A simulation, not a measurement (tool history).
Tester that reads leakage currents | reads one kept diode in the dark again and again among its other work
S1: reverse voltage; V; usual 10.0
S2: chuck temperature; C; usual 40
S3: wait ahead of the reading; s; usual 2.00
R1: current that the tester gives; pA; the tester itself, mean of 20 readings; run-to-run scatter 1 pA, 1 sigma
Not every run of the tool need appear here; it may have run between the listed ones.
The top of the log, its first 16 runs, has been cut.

run	hour	S1	S2	S3	R1
17	1987.2	10.0	40	2.00	399.54
18	2144.8	1.5	40	2.00	153.90
19	2253.3	10.0	40	2.00	405.01
# hour 2289.5: tester calibrated, once more
20	2388.4	10.0	40	1.05	392.15
21	2471.0	10.0	45	0.62	560.09
22	2552.0	11.4	38	0.61	366.17
23	2681.0	10.0	44	1.67	528.91
24	2858.7	10.0	51	0.48	865.01
25	3031.5	6.2	35	0.48	222.23
26	3151.4	6.2	35	0.48	226.52
27	3288.1	6.2	22	3.91	87.14
# hour 3303.3: chuck's temperature calibrated
28	3417.9	10.0	53	7.87	881.43
29	3559.5	11.2	26	0.34	143.47
30	3740.7	11.2	26	0.34	145.67
31	3819.7	4.0	33	2.00	138.42
# hour 3909.3: probe card cleaned and baked
32	3911.1	14.8	36	0.64	316.80
33	4083.1	1.8	36	0.69	112.80
34	4214.9	1.8	36	0.69	114.27
35	4352.9	1.8	36	0.69	115.01
36	4471.3	1.8	36	0.69	116.68
37	4589.2	5.7	45	2.00	401.64
38	4768.0	2.3	43	1.30	224.74
39	4846.5	3.0	36	0.78	153.26

Consider 3 possible next runs. They are alternatives, not a sequence: every one starts from the tool as it was left by run 39. What does each give?
A	5031.2	10.0	41	2.00	?
B	5031.2	2.6	21	2.38	?
C	5031.2	10.0	40	2.49	?

run	R1
A	409.07
B	43.81
C	377.99
With no hidden state in the tool, these same runs would have given:
run	R1
A	368.17
B	38.61
C	339.85

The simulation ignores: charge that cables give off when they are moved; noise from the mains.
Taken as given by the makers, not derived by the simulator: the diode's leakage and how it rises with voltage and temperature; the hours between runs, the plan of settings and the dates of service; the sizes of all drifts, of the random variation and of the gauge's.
